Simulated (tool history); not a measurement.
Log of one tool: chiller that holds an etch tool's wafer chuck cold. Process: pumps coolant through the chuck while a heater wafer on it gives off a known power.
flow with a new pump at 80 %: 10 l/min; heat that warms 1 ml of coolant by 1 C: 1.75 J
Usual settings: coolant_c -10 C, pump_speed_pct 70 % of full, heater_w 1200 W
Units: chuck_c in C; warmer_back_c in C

run    hour  coolant_c  pump_speed_pct  heater_w  chuck_c  warmer_back_c
  1     0.0        -10              70      1200      1.9           4.72
  2    80.6        -10              70      1200      2.1           4.74
  3   154.3        -10              70      1200      2.0           4.71
  4   201.0        -10              70      1200      2.0           4.72
  5   256.1        -10              70      1200      2.0           4.73
  6   356.1        -10              70       631     -3.8           2.51
  7   410.8        -10              79       631     -4.2           2.17
  8   501.2        -10              64      1200      2.9           5.24
  9   610.0        -10              64      1200      3.0           5.20
 10   700.7        -10              64      1200      2.9           5.23
 11   788.4        -10              70      1200      2.0           4.78
 12   891.3        -10              70      1679      6.8           6.68
 13   987.6        -10              70      1679      6.8           6.73
 14  1066.8        -19              90      1200     -9.3           3.61
 15  1149.1          0              94      1052      8.2           3.05
 16  1205.5          0              94      1052      8.1           3.04
     1271.7  -- coolant changed, channels flushed
 17  1277.8          0              94      1052      8.1           3.00
 18  1338.1         -6              89      1200      3.7           3.68
 19  1412.2        -20              89      1339     -9.2           4.10
 20  1488.0        -20              84      1200     -9.7           3.92
 21  1566.1        -20              84      1200     -9.8           3.87
 22  1653.9        -20              84      1200     -9.8           3.91
 23  1730.0         -6              84       759      0.6           2.44
 24  1789.9        -10              87       633     -4.6           1.97

5 ways to go on from here, each from the tool as it stands after run 24. What would each give?
  A  1877.0        -16              87       633        ?              ?
  B  1877.0        -10              93      1200        ?              ?
  C  1877.0         -3              81      1060        ?              ?
  D  1877.0        -10              65       660        ?              ?
  E  1877.0        -10              82      1200        ?              ?

run  chuck_c  warmer_back_c
  A    -10.8           1.97
  B     -0.6           3.49
  C      6.5           3.58
  D     -2.8           2.85
  E      0.4           3.96
Without the tool's hidden state the same runs would have given:
run  chuck_c  warmer_back_c
  A    -10.8           1.96
  B     -0.6           3.48
  C      6.4           3.58
  D     -2.8           2.85
  E      0.4           3.96
